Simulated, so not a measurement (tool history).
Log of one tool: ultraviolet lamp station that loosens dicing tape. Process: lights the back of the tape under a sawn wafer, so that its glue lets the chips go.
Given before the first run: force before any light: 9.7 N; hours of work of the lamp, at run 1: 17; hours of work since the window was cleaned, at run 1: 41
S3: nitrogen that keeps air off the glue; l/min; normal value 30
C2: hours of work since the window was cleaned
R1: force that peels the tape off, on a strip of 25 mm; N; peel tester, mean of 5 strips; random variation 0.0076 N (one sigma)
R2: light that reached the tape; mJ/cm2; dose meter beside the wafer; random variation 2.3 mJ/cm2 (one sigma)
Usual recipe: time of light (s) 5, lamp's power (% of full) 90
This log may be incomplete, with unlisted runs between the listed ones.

run 1 hour=0.0 | time_of_light_(s)=5 lamp's_power_(%_of_full)=90 S3=30 | hours_of_work_of_the_lamp=17 C2=41 | R1=0.292 R2=231
run 2 hour=13.1 | time_of_light_(s)=5 lamp's_power_(%_of_full)=90 S3=30 | hours_of_work_of_the_lamp=23 C2=47 | R1=0.309 R2=231
run 3 hour=19.6 | time_of_light_(s)=5 lamp's_power_(%_of_full)=97 S3=30 | hours_of_work_of_the_lamp=25 C2=49 | R1=0.283 R2=249
run 4 hour=27.6 | time_of_light_(s)=5 lamp's_power_(%_of_full)=97 S3=30 | hours_of_work_of_the_lamp=29 C2=53 | R1=0.275 R2=252
run 5 hour=42.0 | time_of_light_(s)=5 lamp's_power_(%_of_full)=75 S3=30 | hours_of_work_of_the_lamp=35 C2=59 | R1=0.430 R2=194
run 6 hour=52.5 | time_of_light_(s)=5 lamp's_power_(%_of_full)=75 S3=30 | hours_of_work_of_the_lamp=39 C2=63 | R1=0.434 R2=191
run 7 hour=59.3 | time_of_light_(s)=5 lamp's_power_(%_of_full)=90 S3=30 | hours_of_work_of_the_lamp=42 C2=66 | R1=0.315 R2=228
run 8 hour=72.3 | time_of_light_(s)=5 lamp's_power_(%_of_full)=90 S3=30 | hours_of_work_of_the_lamp=47 C2=71 | R1=0.312 R2=228
run 9 hour=88.1 | time_of_light_(s)=5 lamp's_power_(%_of_full)=90 S3=30 | hours_of_work_of_the_lamp=54 C2=78 | R1=0.322 R2=230
run 10 hour=102.5 | time_of_light_(s)=5 lamp's_power_(%_of_full)=90 S3=30 | hours_of_work_of_the_lamp=60 C2=84 | R1=0.313 R2=229
run 11 hour=110.3 | time_of_light_(s)=3 lamp's_power_(%_of_full)=90 S3=30 | hours_of_work_of_the_lamp=63 C2=87 | R1=0.846 R2=136
run 12 hour=121.4 | time_of_light_(s)=3 lamp's_power_(%_of_full)=90 S3=30 | hours_of_work_of_the_lamp=68 C2=92 | R1=0.862 R2=139
run 13 hour=128.8 | time_of_light_(s)=4 lamp's_power_(%_of_full)=90 S3=30 | hours_of_work_of_the_lamp=71 C2=95 | R1=0.476 R2=179
run 14 hour=141.5 | time_of_light_(s)=5 lamp's_power_(%_of_full)=90 S3=11 | hours_of_work_of_the_lamp=76 C2=101 | R1=0.685 R2=223
run 15 hour=150.7 | time_of_light_(s)=5 lamp's_power_(%_of_full)=75 S3=30 | hours_of_work_of_the_lamp=80 C2=104 | R1=0.427 R2=187
run 16 hour=164.3 | time_of_light_(s)=5 lamp's_power_(%_of_full)=71 S3=30 | hours_of_work_of_the_lamp=86 C2=110 | R1=0.492 R2=176
run 17 hour=178.1 | time_of_light_(s)=5 lamp's_power_(%_of_full)=61 S3=30 | hours_of_work_of_the_lamp=92 C2=116 | R1=0.708 R2=150
run 18 hour=193.4 | time_of_light_(s)=2 lamp's_power_(%_of_full)=90 S3=30 | hours_of_work_of_the_lamp=98 C2=122 | R1=1.920 R2=90
run 19 hour=200.5 | time_of_light_(s)=8 lamp's_power_(%_of_full)=90 S3=10 | hours_of_work_of_the_lamp=101 C2=125 | R1=0.300 R2=353
-- hour=202.4 window cleaned of glue's vapour
run 20 hour=209.7 | time_of_light_(s)=8 lamp's_power_(%_of_full)=90 S3=10 | hours_of_work_of_the_lamp=105 C2=3 | R1=0.300 R2=344
run 21 hour=224.8 | time_of_light_(s)=3 lamp's_power_(%_of_full)=90 S3=41 | hours_of_work_of_the_lamp=111 C2=9 | R1=0.765 R2=132
run 22 hour=240.2 | time_of_light_(s)=3 lamp's_power_(%_of_full)=90 S3=22 | hours_of_work_of_the_lamp=118 C2=16 | R1=1.170 R2=129
run 23 hour=250.9 | time_of_light_(s)=3 lamp's_power_(%_of_full)=90 S3=22 | hours_of_work_of_the_lamp=122 C2=20 | R1=1.195 R2=125
run 24 hour=260.0 | time_of_light_(s)=3 lamp's_power_(%_of_full)=90 S3=22 | hours_of_work_of_the_lamp=126 C2=24 | R1=1.136 R2=127
run 25 hour=273.2 | time_of_light_(s)=5 lamp's_power_(%_of_full)=90 S3=10 | hours_of_work_of_the_lamp=132 C2=30 | R1=0.843 R2=211
run 26 hour=282.5 | time_of_light_(s)=5 lamp's_power_(%_of_full)=90 S3=10 | hours_of_work_of_the_lamp=135 C2=34 | R1=0.806 R2=214
run 27 hour=289.8 | time_of_light_(s)=5 lamp's_power_(%_of_full)=61 S3=10 | hours_of_work_of_the_lamp=139 C2=37 | R1=1.710 R2=146
-- hour=297.3 window cleaned of glue's vapour, once more
run 28 hour=306.2 | time_of_light_(s)=5 lamp's_power_(%_of_full)=61 S3=10 | hours_of_work_of_the_lamp=145 C2=4 | R1=1.458 R2=155
run 29 hour=316.6 | time_of_light_(s)=3 lamp's_power_(%_of_full)=71 S3=30 | hours_of_work_of_the_lamp=150 C2=8 | R1=1.279 R2=108
run 30 hour=324.0 | time_of_light_(s)=6 lamp's_power_(%_of_full)=65 S3=18 | hours_of_work_of_the_lamp=153 C2=11 | R1=0.592 R2=199
run 31 hour=334.1 | time_of_light_(s)=6 lamp's_power_(%_of_full)=65 S3=18 | hours_of_work_of_the_lamp=157 C2=15 | R1=0.593 R2=196
run 32 hour=344.5 | time_of_light_(s)=6 lamp's_power_(%_of_full)=79 S3=14 | hours_of_work_of_the_lamp=161 C2=20 | R1=0.486 R2=236
run 33 hour=353.3 | time_of_light_(s)=4 lamp's_power_(%_of_full)=92 S3=12 | hours_of_work_of_the_lamp=165 C2=24 | R1=0.942 R2=185
run 34 hour=367.0 | time_of_light_(s)=8 lamp's_power_(%_of_full)=68 S3=9 | hours_of_work_of_the_lamp=171 C2=29 | R1=0.524 R2=271

Branching from run 34: 5 alternative next runs. What would each branch give?
run A hour=377.6 | time_of_light_(s)=5 lamp's_power_(%_of_full)=90 S3=17 | hours_of_work_of_the_lamp=175 C2=34 | R1=? R2=?
run B hour=377.6 | time_of_light_(s)=3 lamp's_power_(%_of_full)=90 S3=15 | hours_of_work_of_the_lamp=175 C2=34 | R1=? R2=?
run C hour=377.6 | time_of_light_(s)=6 lamp's_power_(%_of_full)=96 S3=9 | hours_of_work_of_the_lamp=175 C2=34 | R1=? R2=?
run D hour=377.6 | time_of_light_(s)=5 lamp's_power_(%_of_full)=76 S3=32 | hours_of_work_of_the_lamp=175 C2=34 | R1=? R2=?
run E hour=377.6 | time_of_light_(s)=6 lamp's_power_(%_of_full)=82 S3=23 | hours_of_work_of_the_lamp=175 C2=34 | R1=? R2=?

run=A R1=0.460 R2=224
run=B R1=1.405 R2=139
run=C R1=0.470 R2=288
run=D R1=0.413 R2=193
run=E R1=0.330 R2=246
Stripped of hidden state, with their random variation kept, the same runs would have yielded:
run=A R1=0.384 R2=246
run=B R1=1.187 R2=152
run=C R1=0.393 R2=317
run=D R1=0.350 R2=212
run=E R1=0.290 R2=269

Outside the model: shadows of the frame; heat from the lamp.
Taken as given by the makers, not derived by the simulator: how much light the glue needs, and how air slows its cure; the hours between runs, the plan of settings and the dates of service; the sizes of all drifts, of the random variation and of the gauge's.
